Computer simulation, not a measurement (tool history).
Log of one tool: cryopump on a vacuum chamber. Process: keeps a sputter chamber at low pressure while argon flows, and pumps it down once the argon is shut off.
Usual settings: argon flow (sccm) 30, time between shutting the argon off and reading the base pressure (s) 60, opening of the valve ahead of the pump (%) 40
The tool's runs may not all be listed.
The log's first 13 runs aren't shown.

run,day,argon flow (sccm),time between shutting the argon off and reading the base pressure (s),opening of the valve ahead of the pump (%),hours of work since the pump was warmed up and emptied,hours of work since the cold head was overhauled,hours of work since the chamber's fittings were tightened,pressure while argon flows (Pa),pressure after the wait (uPa)
14,20.762,46,83,25,774,1832,208,0.2870,1.08
15,23.154,30,60,40,822,1880,256,0.1228,1.30
16,25.567,30,60,40,871,1929,305,0.1230,1.38
17,27.758,35,60,40,915,1973,349,0.1453,1.46
18,29.112,35,60,40,942,2000,376,0.1479,1.43
19,30.858,17,257,40,977,2035,411,0.0717,1.12
# day 32.629: pump warmed up, emptied and cooled again
20,32.892,12,243,40,5,2072,448,0.0442,0.93
21,34.604,15,68,40,40,2106,482,0.0561,1.35
22,36.604,30,55,40,80,2147,522,0.1116,1.48
23,37.883,32,42,54,106,2172,548,0.0893,1.68
24,39.850,30,24,40,145,2212,588,0.1117,2.45
25,41.471,19,80,32,178,2245,620,0.0887,1.43
26,43.296,19,80,35,214,2281,657,0.0811,1.43
27,44.854,53,25,24,246,2313,688,0.3285,2.53
28,46.058,24,60,40,270,2337,712,0.0908,1.70
29,47.921,24,244,40,307,2374,750,0.0915,1.29
30,49.229,18,31,40,334,2401,776,0.0692,2.21
31,51.212,30,30,20,374,2440,816,0.2230,2.46
32,52.946,19,60,36,409,2475,851,0.0799,1.88
33,54.858,19,60,36,447,2514,889,0.0826,1.93

Forecast each of these 3 alternatives for the next run:
A,56.354,36,60,50,477,2544,919,?,?
B,56.354,46,95,42,477,2544,919,?,?
C,56.354,32,69,52,477,2544,919,?,?

run,pressure while argon flows (Pa),pressure after the wait (uPa)
A,0.1153,1.97
B,0.1724,1.74
C,0.0985,1.91
Without the tool's hidden state the same runs would have given:
run,pressure while argon flows (Pa),pressure after the wait (uPa)
A,0.1047,0.84
B,0.1588,0.61
C,0.0891,0.78
